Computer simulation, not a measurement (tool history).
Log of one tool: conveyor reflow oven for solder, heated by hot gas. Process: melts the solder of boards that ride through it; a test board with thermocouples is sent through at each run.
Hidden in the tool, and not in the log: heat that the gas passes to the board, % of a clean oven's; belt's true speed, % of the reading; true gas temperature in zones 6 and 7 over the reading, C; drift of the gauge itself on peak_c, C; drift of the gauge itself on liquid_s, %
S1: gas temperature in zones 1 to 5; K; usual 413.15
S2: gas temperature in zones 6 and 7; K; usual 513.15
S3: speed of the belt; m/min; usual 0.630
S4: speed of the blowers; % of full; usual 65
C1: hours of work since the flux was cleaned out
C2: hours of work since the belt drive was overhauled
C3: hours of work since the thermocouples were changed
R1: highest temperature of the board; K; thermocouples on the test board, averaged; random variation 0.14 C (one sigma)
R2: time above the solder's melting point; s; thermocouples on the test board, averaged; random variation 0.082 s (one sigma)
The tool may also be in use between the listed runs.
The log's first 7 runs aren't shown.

run,hour,S1,S2,S3,S4,C1,C2,C3,R1,R2
8,49.0,413.15,513.15,0.547,65,30,232,507,500.35,56.15
9,56.0,413.15,513.15,0.630,65,34,236,511,496.05,46.31
10,65.3,413.15,515.15,0.630,65,40,241,516,497.95,47.19
11,70.3,413.15,515.15,0.630,65,43,244,519,497.65,47.22
12,76.6,413.15,515.15,0.630,65,46,248,523,498.05,47.26
13,82.5,413.15,515.15,0.630,65,50,251,526,498.05,47.16
14,92.8,413.15,515.15,0.630,65,56,257,532,497.55,47.19
15,99.6,413.15,515.15,0.630,65,59,261,536,497.85,47.15
16,107.5,409.15,506.15,0.550,65,64,265,541,493.35,51.11
17,117.3,409.15,506.15,0.549,73,70,271,546,494.85,52.30
18,124.3,409.15,518.15,0.549,87,74,275,550,507.75,58.27
19,129.2,409.15,518.15,0.549,87,77,278,553,507.65,58.24
20,136.1,409.15,518.15,0.549,87,81,282,557,507.85,58.19
21,142.0,409.15,518.15,0.549,87,84,285,560,508.05,58.30
22,148.8,413.15,504.15,0.635,82,88,289,564,491.05,43.88
23,158.1,413.15,526.15,0.758,65,93,295,570,500.05,39.78
24,162.3,413.15,526.15,0.758,65,96,297,572,500.15,39.78
25,168.2,413.15,526.15,0.758,65,99,300,576,499.95,39.75
26,174.9,413.15,502.15,0.630,65,103,304,579,486.75,40.93
27,184.4,408.15,518.15,0.556,51,108,310,585,500.25,53.52
28,194.4,401.15,509.15,0.556,54,114,316,591,492.25,47.00
29,200.8,413.15,503.15,0.630,57,118,319,594,485.55,39.96
30,208.9,413.15,503.15,0.630,57,122,324,599,485.85,40.08

Forecast each of these 5 alternatives for the next run:
A,215.9,413.15,520.15,0.722,71,127,328,603,?,?
B,215.9,413.15,520.15,0.630,65,127,328,603,?,?
C,215.9,400.15,511.15,0.630,54,127,328,603,?,?
D,215.9,413.15,510.15,0.563,89,127,328,603,?,?
E,215.9,422.15,513.15,0.585,65,127,328,603,?,?

run,R1,R2
A,498.45,41.33
B,502.05,49.15
C,489.15,38.87
D,500.35,54.76
E,499.85,54.71
Without the tool's hidden state the same runs would have given:
run,R1,R2
A,498.45,41.34
B,502.05,49.15
C,489.15,38.88
D,500.35,54.76
E,499.85,54.71
